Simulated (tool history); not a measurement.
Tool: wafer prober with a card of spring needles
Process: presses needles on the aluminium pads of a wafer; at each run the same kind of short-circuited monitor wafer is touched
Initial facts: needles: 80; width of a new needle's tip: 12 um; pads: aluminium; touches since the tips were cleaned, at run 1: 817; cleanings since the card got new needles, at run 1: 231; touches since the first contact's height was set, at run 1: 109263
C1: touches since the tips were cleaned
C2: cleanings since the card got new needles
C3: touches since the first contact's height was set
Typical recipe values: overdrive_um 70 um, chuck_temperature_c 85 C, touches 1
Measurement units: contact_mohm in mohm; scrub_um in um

{"run": 1, "hour": 0.0, "overdrive_um": 70, "chuck_temperature_c": 85, "touches": 1, "C1": 817, "C2": 231, "C3": 109263, "contact_mohm": 177, "scrub_um": 14.17}
{"hour": 3.0, "done": "tips cleaned on abrasive film"}
{"hour": 7.0, "done": "tips cleaned on abrasive film"}
{"hour": 12.0, "done": "tips cleaned on abrasive film"}
{"hour": 17.0, "done": "tips cleaned on abrasive film"}
{"hour": 22.0, "done": "tips cleaned on abrasive film"}
{"hour": 26.0, "done": "tips cleaned on abrasive film"}
{"hour": 30.0, "done": "tips cleaned on abrasive film"}
{"run": 2, "hour": 31.6, "overdrive_um": 70, "chuck_temperature_c": 85, "touches": 1, "C1": 1076, "C2": 238, "C3": 129821, "contact_mohm": 183, "scrub_um": 13.98}
{"hour": 34.7, "done": "tips cleaned on abrasive film"}
{"hour": 38.7, "done": "tips cleaned on abrasive film"}
{"hour": 43.7, "done": "tips cleaned on abrasive film"}
{"hour": 47.7, "done": "tips cleaned on abrasive film"}
{"run": 3, "hour": 49.5, "overdrive_um": 56, "chuck_temperature_c": 85, "touches": 1, "C1": 1213, "C2": 242, "C3": 141425, "contact_mohm": 220, "scrub_um": 10.8}
{"hour": 52.5, "done": "tips cleaned on abrasive film"}
{"hour": 56.6, "done": "tips cleaned on abrasive film"}
{"hour": 61.5, "done": "tips cleaned on abrasive film"}
{"hour": 66.5, "done": "tips cleaned on abrasive film"}
{"hour": 70.5, "done": "tips cleaned on abrasive film"}
{"hour": 75.5, "done": "tips cleaned on abrasive film"}
{"run": 4, "hour": 77.2, "overdrive_um": 56, "chuck_temperature_c": 85, "touches": 1, "C1": 1109, "C2": 248, "C3": 159419, "contact_mohm": 209, "scrub_um": 10.96}
{"hour": 80.2, "done": "tips cleaned on abrasive film"}
{"hour": 84.2, "done": "tips cleaned on abrasive film"}
{"hour": 89.2, "done": "tips cleaned on abrasive film"}
{"hour": 93.2, "done": "tips cleaned on abrasive film"}
{"hour": 98.2, "done": "tips cleaned on abrasive film"}
{"hour": 103.2, "done": "tips cleaned on abrasive film"}
{"run": 5, "hour": 105.6, "overdrive_um": 70, "chuck_temperature_c": 39, "touches": 1, "C1": 1601, "C2": 254, "C3": 177904, "contact_mohm": 193, "scrub_um": 13.73}
{"hour": 107.7, "done": "tips cleaned on abrasive film"}
{"hour": 112.7, "done": "tips cleaned on abrasive film"}
{"hour": 117.7, "done": "tips cleaned on abrasive film"}
{"hour": 122.6, "done": "tips cleaned on abrasive film"}
{"run": 6, "hour": 124.2, "overdrive_um": 70, "chuck_temperature_c": 85, "touches": 1, "C1": 1015, "C2": 258, "C3": 189958, "contact_mohm": 189, "scrub_um": 13.68}
{"hour": 127.2, "done": "tips cleaned on abrasive film"}
{"hour": 131.2, "done": "tips cleaned on abrasive film"}
{"hour": 131.5, "done": "height of the first contact set anew"}
{"hour": 136.5, "done": "tips cleaned on abrasive film"}
{"hour": 140.5, "done": "tips cleaned on abrasive film"}
{"hour": 145.5, "done": "tips cleaned on abrasive film"}
{"hour": 150.5, "done": "tips cleaned on abrasive film"}
{"hour": 154.5, "done": "tips cleaned on abrasive film"}
{"run": 7, "hour": 157.0, "overdrive_um": 63, "chuck_temperature_c": 85, "touches": 1, "C1": 1696, "C2": 265, "C3": 16631, "contact_mohm": 238, "scrub_um": 11.36}
{"hour": 159.1, "done": "tips cleaned on abrasive film"}
{"hour": 164.1, "done": "tips cleaned on abrasive film"}
{"hour": 168.1, "done": "tips cleaned on abrasive film"}
{"hour": 172.1, "done": "tips cleaned on abrasive film"}
{"hour": 177.1, "done": "tips cleaned on abrasive film"}
{"run": 8, "hour": 177.9, "overdrive_um": 63, "chuck_temperature_c": 85, "touches": 1, "C1": 561, "C2": 270, "C3": 30180, "contact_mohm": 184, "scrub_um": 11.13}
{"hour": 182.0, "done": "tips cleaned on abrasive film"}
{"hour": 186.9, "done": "tips cleaned on abrasive film"}
{"hour": 191.0, "done": "tips cleaned on abrasive film"}
{"run": 9, "hour": 191.6, "overdrive_um": 63, "chuck_temperature_c": 85, "touches": 1, "C1": 462, "C2": 273, "C3": 39085, "contact_mohm": 181, "scrub_um": 10.98}
{"hour": 195.7, "done": "tips cleaned on abrasive film"}
{"hour": 200.6, "done": "tips cleaned on abrasive film"}
{"hour": 205.6, "done": "tips cleaned on abrasive film"}
{"hour": 209.6, "done": "tips cleaned on abrasive film"}
{"hour": 214.6, "done": "tips cleaned on abrasive film"}
{"run": 10, "hour": 216.0, "overdrive_um": 63, "chuck_temperature_c": 45, "touches": 1, "C1": 905, "C2": 278, "C3": 54927, "contact_mohm": 195, "scrub_um": 11.2}
{"hour": 219.0, "done": "tips cleaned on abrasive film"}
{"hour": 224.0, "done": "tips cleaned on abrasive film"}
{"hour": 229.0, "done": "tips cleaned on abrasive film"}
{"hour": 234.0, "done": "tips cleaned on abrasive film"}
{"hour": 239.0, "done": "tips cleaned on abrasive film"}
{"run": 11, "hour": 239.3, "overdrive_um": 70, "chuck_temperature_c": 48, "touches": 1, "C1": 211, "C2": 283, "C3": 70073, "contact_mohm": 156, "scrub_um": 12.66}
{"hour": 243.3, "done": "tips cleaned on abrasive film"}
{"hour": 248.3, "done": "tips cleaned on abrasive film"}
{"hour": 253.3, "done": "tips cleaned on abrasive film"}
{"hour": 257.3, "done": "tips cleaned on abrasive film"}
{"run": 12, "hour": 260.6, "overdrive_um": 70, "chuck_temperature_c": 85, "touches": 2, "C1": 2203, "C2": 287, "C3": 83967, "contact_mohm": 201, "scrub_um": 12.46}
{"hour": 261.7, "done": "tips cleaned on abrasive film"}
{"hour": 265.7, "done": "tips cleaned on abrasive film"}
{"hour": 270.7, "done": "tips cleaned on abrasive film"}
{"hour": 274.7, "done": "tips cleaned on abrasive film"}
{"hour": 278.7, "done": "tips cleaned on abrasive film"}
{"hour": 283.7, "done": "tips cleaned on abrasive film"}
{"run": 13, "hour": 285.1, "overdrive_um": 70, "chuck_temperature_c": 123, "touches": 1, "C1": 926, "C2": 293, "C3": 99828, "contact_mohm": 197, "scrub_um": 12.27}
{"hour": 288.1, "done": "tips cleaned on abrasive film"}
{"hour": 292.1, "done": "tips cleaned on abrasive film"}
{"hour": 297.3, "done": "height of the first contact set anew, once more"}
{"hour": 297.4, "done": "tips cleaned on abrasive film"}
{"hour": 302.4, "done": "tips cleaned on abrasive film"}
{"hour": 307.4, "done": "tips cleaned on abrasive film"}
{"hour": 312.4, "done": "tips cleaned on abrasive film"}
{"run": 14, "hour": 312.9, "overdrive_um": 67, "chuck_temperature_c": 89, "touches": 1, "C1": 378, "C2": 299, "C3": 10118, "contact_mohm": 160, "scrub_um": 13.94}
{"hour": 317.0, "done": "tips cleaned on abrasive film"}
{"hour": 321.9, "done": "tips cleaned on abrasive film"}
{"hour": 326.0, "done": "tips cleaned on abrasive film"}
{"hour": 330.9, "done": "tips cleaned on abrasive film"}
{"hour": 335.9, "done": "tips cleaned on abrasive film"}
{"hour": 339.9, "done": "tips cleaned on abrasive film"}
{"run": 15, "hour": 342.2, "overdrive_um": 76, "chuck_temperature_c": 26, "touches": 1, "C1": 1515, "C2": 305, "C3": 29166, "contact_mohm": 180, "scrub_um": 15.55}
{"hour": 344.3, "done": "tips cleaned on abrasive film"}
{"hour": 348.3, "done": "tips cleaned on abrasive film"}
{"hour": 353.3, "done": "tips cleaned on abrasive film"}
{"hour": 357.3, "done": "tips cleaned on abrasive film"}
{"hour": 362.3, "done": "tips cleaned on abrasive film"}
{"hour": 367.3, "done": "tips cleaned on abrasive film"}
{"run": 16, "hour": 369.0, "overdrive_um": 76, "chuck_temperature_c": 26, "touches": 1, "C1": 1145, "C2": 311, "C3": 46547, "contact_mohm": 172, "scrub_um": 15.64}
{"hour": 372.0, "done": "tips cleaned on abrasive film"}
{"hour": 377.0, "done": "tips cleaned on abrasive film"}
{"hour": 382.0, "done": "tips cleaned on abrasive film"}
{"hour": 387.0, "done": "tips cleaned on abrasive film"}
{"hour": 392.0, "done": "tips cleaned on abrasive film"}
{"run": 17, "hour": 392.1, "overdrive_um": 76, "chuck_temperature_c": 26, "touches": 1, "C1": 68, "C2": 316, "C3": 61550, "contact_mohm": 138, "scrub_um": 15.68}
{"hour": 396.1, "done": "tips cleaned on abrasive film"}
{"hour": 400.1, "done": "tips cleaned on abrasive film"}
{"hour": 405.1, "done": "tips cleaned on abrasive film"}
{"hour": 409.1, "done": "tips cleaned on abrasive film"}
{"hour": 413.1, "done": "tips cleaned on abrasive film"}
{"hour": 418.1, "done": "tips cleaned on abrasive film"}
{"run": 18, "hour": 420.3, "overdrive_um": 70, "chuck_temperature_c": 85, "touches": 1, "C1": 1478, "C2": 322, "C3": 79906, "contact_mohm": 210, "scrub_um": 14.17}
{"hour": 422.3, "done": "tips cleaned on abrasive film"}
{"hour": 427.3, "done": "tips cleaned on abrasive film"}
{"hour": 431.3, "done": "tips cleaned on abrasive film"}
{"hour": 443.3, "done": "card fitted with new needles"}
{"hour": 448.3, "done": "tips cleaned on abrasive film"}
{"hour": 453.3, "done": "tips cleaned on abrasive film"}
{"hour": 458.3, "done": "tips cleaned on abrasive film"}
{"run": 19, "hour": 458.6, "overdrive_um": 68, "chuck_temperature_c": 85, "touches": 1, "C1": 163, "C2": 3, "C3": 9903, "contact_mohm": 139, "scrub_um": 13.96}
{"hour": 462.6, "done": "tips cleaned on abrasive film"}
{"hour": 467.5, "done": "tips cleaned on abrasive film"}
{"hour": 472.5, "done": "tips cleaned on abrasive film"}
{"hour": 477.5, "done": "tips cleaned on abrasive film"}
{"run": 20, "hour": 480.6, "overdrive_um": 70, "chuck_temperature_c": 54, "touches": 3, "C1": 2012, "C2": 7, "C3": 24254, "contact_mohm": 142, "scrub_um": 14.31}
{"hour": 481.6, "done": "tips cleaned on abrasive film"}
{"hour": 485.6, "done": "tips cleaned on abrasive film"}
{"hour": 489.7, "done": "tips cleaned on abrasive film"}
{"hour": 494.6, "done": "tips cleaned on abrasive film"}
{"hour": 499.6, "done": "tips cleaned on abrasive film"}
{"hour": 503.6, "done": "tips cleaned on abrasive film"}
{"hour": 508.6, "done": "tips cleaned on abrasive film"}
{"hour": 512.6, "done": "tips cleaned on abrasive film"}
{"run": 21, "hour": 513.5, "overdrive_um": 70, "chuck_temperature_c": 28, "touches": 1, "C1": 552, "C2": 15, "C3": 45587, "contact_mohm": 142, "scrub_um": 14.45}
{"hour": 517.5, "done": "tips cleaned on abrasive film"}
{"hour": 522.5, "done": "tips cleaned on abrasive film"}
{"hour": 527.5, "done": "tips cleaned on abrasive film"}
{"run": 22, "hour": 529.8, "overdrive_um": 70, "chuck_temperature_c": 28, "touches": 1, "C1": 1573, "C2": 18, "C3": 56252, "contact_mohm": 162, "scrub_um": 14.33}
{"hour": 531.9, "done": "tips cleaned on abrasive film"}
{"hour": 536.9, "done": "tips cleaned on abrasive film"}
{"hour": 541.8, "done": "tips cleaned on abrasive film"}
{"hour": 545.9, "done": "tips cleaned on abrasive film"}
{"run": 23, "hour": 548.0, "overdrive_um": 70, "chuck_temperature_c": 28, "touches": 1, "C1": 1394, "C2": 22, "C3": 68036, "contact_mohm": 160, "scrub_um": 14.39}
{"hour": 550.0, "done": "tips cleaned on abrasive film"}
{"hour": 554.0, "done": "tips cleaned on abrasive film"}
{"hour": 559.0, "done": "tips cleaned on abrasive film"}
{"hour": 564.0, "done": "tips cleaned on abrasive film"}
{"hour": 569.0, "done": "tips cleaned on abrasive film"}
{"run": 24, "hour": 569.6, "overdrive_um": 79, "chuck_temperature_c": 53, "touches": 1, "C1": 410, "C2": 27, "C3": 82082, "contact_mohm": 139, "scrub_um": 15.83}

Here are 3 independent what-if runs from the current tool condition. What would each one return?
{"hour": 573.6, "done": "tips cleaned on abrasive film"}
{"hour": 578.6, "done": "tips cleaned on abrasive film"}
{"hour": 583.6, "done": "tips cleaned on abrasive film"}
{"hour": 588.6, "done": "tips cleaned on abrasive film"}
{"run": "A", "hour": 590.4, "overdrive_um": 50, "chuck_temperature_c": 53, "touches": 1, "C1": 1201, "C2": 31, "C3": 95621, "contact_mohm": "?", "scrub_um": "?"}
{"hour": 573.6, "done": "tips cleaned on abrasive film"}
{"hour": 578.6, "done": "tips cleaned on abrasive film"}
{"hour": 583.6, "done": "tips cleaned on abrasive film"}
{"hour": 588.6, "done": "tips cleaned on abrasive film"}
{"run": "B", "hour": 590.4, "overdrive_um": 51, "chuck_temperature_c": 51, "touches": 2, "C1": 1201, "C2": 31, "C3": 95621, "contact_mohm": "?", "scrub_um": "?"}
{"hour": 573.6, "done": "tips cleaned on abrasive film"}
{"hour": 578.6, "done": "tips cleaned on abrasive film"}
{"hour": 583.6, "done": "tips cleaned on abrasive film"}
{"hour": 588.6, "done": "tips cleaned on abrasive film"}
{"run": "C", "hour": 590.4, "overdrive_um": 70, "chuck_temperature_c": 51, "touches": 1, "C1": 1201, "C2": 31, "C3": 95621, "contact_mohm": "?", "scrub_um": "?"}

run=A contact_mohm=193 scrub_um=9.84
run=B contact_mohm=168 scrub_um=10.39
run=C contact_mohm=165 scrub_um=13.99
Had the tool no hidden state, the same runs would have come out as:
run=A contact_mohm=131 scrub_um=10.34
run=B contact_mohm=131 scrub_um=10.91
run=C contact_mohm=127 scrub_um=14.49
